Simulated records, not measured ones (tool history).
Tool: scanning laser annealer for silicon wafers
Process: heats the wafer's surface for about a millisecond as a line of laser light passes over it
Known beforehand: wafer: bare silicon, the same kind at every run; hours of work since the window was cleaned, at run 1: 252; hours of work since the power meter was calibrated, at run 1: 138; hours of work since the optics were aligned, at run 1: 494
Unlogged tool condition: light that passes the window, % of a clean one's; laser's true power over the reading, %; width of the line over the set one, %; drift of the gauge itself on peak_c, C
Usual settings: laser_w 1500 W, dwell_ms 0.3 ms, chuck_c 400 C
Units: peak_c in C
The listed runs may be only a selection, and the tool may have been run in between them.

| run | hour | laser_w | dwell_ms | chuck_c | hours of work since the window was cleaned | hours of work since the power meter was calibrated | hours of work since the optics were aligned | peak_c |
|---|---|---|---|---|---|---|---|---|
| 1 | 0 | 1500 | 0.3 | 400 | 252 | 138 | 494 | 1229 |
| 2 | 6.7 | 1500 | 0.3 | 400 | 257 | 143 | 499 | 1226 |
| 3 | 20.2 | 1461 | 0.3 | 400 | 268 | 154 | 510 | 1202 |
| 4 | 26.8 | 1461 | 0.3 | 400 | 273 | 159 | 515 | 1202 |
| 5 | 36.7 | 1461 | 0.3 | 400 | 281 | 167 | 523 | 1202 |
| 6 | 43.7 | 1461 | 0.3 | 400 | 286 | 172 | 528 | 1204 |
| 7 | 57.3 | 1461 | 0.272 | 400 | 297 | 183 | 539 | 1164 |
| 8 | 63.6 | 1301 | 0.3 | 400 | 302 | 188 | 543 | 1114 |
| 9 | 72.6 | 1301 | 0.3 | 400 | 309 | 195 | 550 | 1112 |
| 10 | 81.3 | 1301 | 0.3 | 400 | 315 | 201 | 557 | 1112 |
| 11 | 88.1 | 1500 | 0.3 | 365 | 321 | 207 | 563 | 1189 |
| 12 | 101.8 | 1510 | 0.28 | 433 | 331 | 217 | 573 | 1229 |
| 13 | 111.9 | 1510 | 0.28 | 433 | 339 | 225 | 581 | 1235 |
| 14 | 119.1 | 1361 | 0.322 | 424 | 345 | 231 | 587 | 1195 |
| 15 | 130.7 | 1361 | 0.322 | 424 | 354 | 240 | 596 | 1193 |
| 16 | 141.6 | 1361 | 0.363 | 395 | 362 | 248 | 604 | 1212 |
| 17 | 152 | 1331 | 0.364 | 394 | 370 | 257 | 612 | 1195 |
| 18 | 165.5 | 1621 | 0.299 | 394 | 381 | 267 | 623 | 1274 |
| 19 | 172.7 | 1621 | 0.299 | 394 | 386 | 273 | 628 | 1280 |
| 20 | 183.9 | 1621 | 0.299 | 394 | 395 | 281 | 637 | 1281 |
| 21 | 195.1 | 1293 | 0.37 | 376 | 404 | 290 | 646 | 1155 |
| 22 | 203.5 | 1553 | 0.348 | 400 | 411 | 297 | 652 | 1318 |

Predict each of these 3 candidate next runs independently; none follows another, all start after run 22:
| A | 213.4 | 1500 | 0.332 | 361 | 418 | 304 | 660 | ? |
| B | 213.4 | 1553 | 0.234 | 400 | 418 | 304 | 660 | ? |
| C | 213.4 | 1584 | 0.348 | 400 | 418 | 304 | 660 | ? |

| run | peak_c |
|---|---|
| A | 1225 |
| B | 1150 |
| C | 1332 |
Had the tool no hidden state, the same runs would have come out as:
| run | peak_c |
|---|---|
| A | 1243 |
| B | 1165 |
| C | 1351 |
